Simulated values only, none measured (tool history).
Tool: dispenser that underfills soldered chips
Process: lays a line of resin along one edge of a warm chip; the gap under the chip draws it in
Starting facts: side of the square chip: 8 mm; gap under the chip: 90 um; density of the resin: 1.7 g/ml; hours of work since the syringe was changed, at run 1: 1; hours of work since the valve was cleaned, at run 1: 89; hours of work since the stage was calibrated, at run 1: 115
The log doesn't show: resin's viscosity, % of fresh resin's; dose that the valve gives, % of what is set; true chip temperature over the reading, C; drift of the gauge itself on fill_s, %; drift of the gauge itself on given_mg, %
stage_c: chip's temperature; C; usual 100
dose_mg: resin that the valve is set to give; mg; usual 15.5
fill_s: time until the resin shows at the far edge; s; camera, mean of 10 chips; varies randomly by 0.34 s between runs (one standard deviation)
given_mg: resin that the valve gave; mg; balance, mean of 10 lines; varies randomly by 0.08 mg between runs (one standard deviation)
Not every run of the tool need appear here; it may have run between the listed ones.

run	day	stage_c	dose_mg	hours of work since the syringe was changed	hours of work since the valve was cleaned	hours of work since the stage was calibrated	fill_s	given_mg
1	0	100	15.5	1	89	115	15.4	14.59
# day 0.283: new syringe of resin
# day 0.604: new syringe of resin
2	0.675	100	15.8	1	101	127	16.1	14.54
# day 0.779: dispensing valve cleaned and set on the balance
# day 0.992: new syringe of resin
# day 1.308: new syringe of resin
3	1.4	100	15.5	2	11	139	17.1	15.35
# day 1.646: new syringe of resin
# day 1.983: new syringe of resin
4	1.992	100	15.5	0	21	149	15.5	15.27
# day 2.312: new syringe of resin
5	2.525	100	15.5	4	30	158	18.5	15.16
# day 2.638: new syringe of resin
# day 2.95: new syringe of resin
6	3.225	100	15.5	5	43	170	20.2	15.09
# day 3.3: new syringe of resin
7	3.546	100	15.5	4	48	176	19.9	14.89
# day 3.662: new syringe of resin
# day 4.025: new syringe of resin
8	4.25	100	15.5	4	61	188	18.9	14.97
# day 4.354: new syringe of resin
# day 4.7: new syringe of resin
# day 5.012: new syringe of resin
9	5.012	88	15.5	0	74	201	24.1	14.78
# day 5.354: new syringe of resin
10	5.642	88	15.5	5	85	213	34.7	14.54
# day 5.688: new syringe of resin
11	5.979	100	18	5	91	218	19.5	16.97
# day 6.042: new syringe of resin
# day 6.362: new syringe of resin
12	6.362	100	13.7	0	97	225	14.9	12.68
# day 6.667: dispensing valve cleaned and set on the balance
# day 6.746: new syringe of resin
13	6.842	100	15.5	2	3	233	15.3	15.56
# day 7.088: new syringe of resin
# day 7.4: new syringe of resin
14	7.517	100	15.5	2	15	244	15.9	15.26
# day 7.75: new syringe of resin
15	7.833	85	15.5	2	20	250	29.1	15.22
# day 8.083: new syringe of resin
16	8.258	85	13.6	3	28	257	33.8	13.38
# day 8.404: new syringe of resin
# day 8.729: new syringe of resin
17	8.979	110	16.3	4	40	270	12.2	15.76
# day 9.054: new syringe of resin
# day 9.388: new syringe of resin
18	9.554	110	16.3	3	50	280	11.2	15.71
# day 9.7: new syringe of resin
19	9.942	103	19	4	57	287	15.7	18.26
# day 10.042: new syringe of resin
# day 10.367: new syringe of resin
20	10.454	96	13.4	2	66	296	19	12.68
# day 10.688: new syringe of resin
# day 11.017: new syringe of resin
21	11.15	96	13.4	2	78	308	20	12.62
# day 11.338: new syringe of resin
22	11.492	94	13.4	3	84	314	21.5	12.6
# day 11.667: new syringe of resin
23	11.912	93	18	4	91	321	24.5	16.77
# day 12.029: new syringe of resin
# day 12.367: new syringe of resin
# day 12.562: dispensing valve cleaned and set on the balance
24	12.65	91	15.6	4	2	333	26.4	15.61
# day 12.733: new syringe of resin
# day 13.046: new syringe of resin
25	13.312	94	15.6	5	13	345	24.8	15.53
# day 13.371: new syringe of resin
# day 13.708: new syringe of resin
26	13.762	94	15.6	1	21	352	18.7	15.36
# day 14.025: new syringe of resin
# day 14.371: new syringe of resin
27	14.5	97	18.3	2	34	365	17.4	17.99
# day 14.712: new syringe of resin
# day 15.029: new syringe of resin
28	15.229	91	13.8	4	46	378	26.1	13.35
# day 15.358: new syringe of resin
# day 15.583: stage's temperature calibrated
# day 15.725: new syringe of resin
# day 16.046: new syringe of resin
29	16.046	97	15.9	0	60	8	17.7	15.1
# day 16.35: new syringe of resin
30	16.579	97	15.9	4	69	17	23.3	15.06
# day 16.667: new syringe of resin
# day 16.979: new syringe of resin
31	17.175	112	18.8	3	80	28	12	17.78

For some of the steps in fill_s from one run to the next: how much would appear even if the tool had no hidden state, given the settings, what came in and random variation, and how much remains for the hidden state plus any gauge scatter that the measured result and the result without hidden state don't share?
Run 9 -> 10: new syringe of resin. fill_s +10.6 s: hidden state +9.8, all else +0.8.
Run 10 -> 11: stage_c 88 -> 100, dose_mg 15.5 -> 18, new syringe of resin. fill_s -15.2 s: hidden state -3.7, all else -11.5.
Run 14 -> 15: stage_c 100 -> 85, new syringe of resin. fill_s +13.2 s: hidden state -1.1, all else +14.3.
Run 16 -> 17: stage_c 85 -> 110, dose_mg 13.6 -> 16.3, new syringe of resin, new syringe of resin. fill_s -21.6 s: hidden state -1.1, all else -20.5.
Run 25 -> 26: new syringe of resin, new syringe of resin. fill_s -6.1 s: hidden state -5.5, all else -0.6.
Run 29 -> 30: new syringe of resin. fill_s +5.6 s: hidden state +5.7, all else -0.1.

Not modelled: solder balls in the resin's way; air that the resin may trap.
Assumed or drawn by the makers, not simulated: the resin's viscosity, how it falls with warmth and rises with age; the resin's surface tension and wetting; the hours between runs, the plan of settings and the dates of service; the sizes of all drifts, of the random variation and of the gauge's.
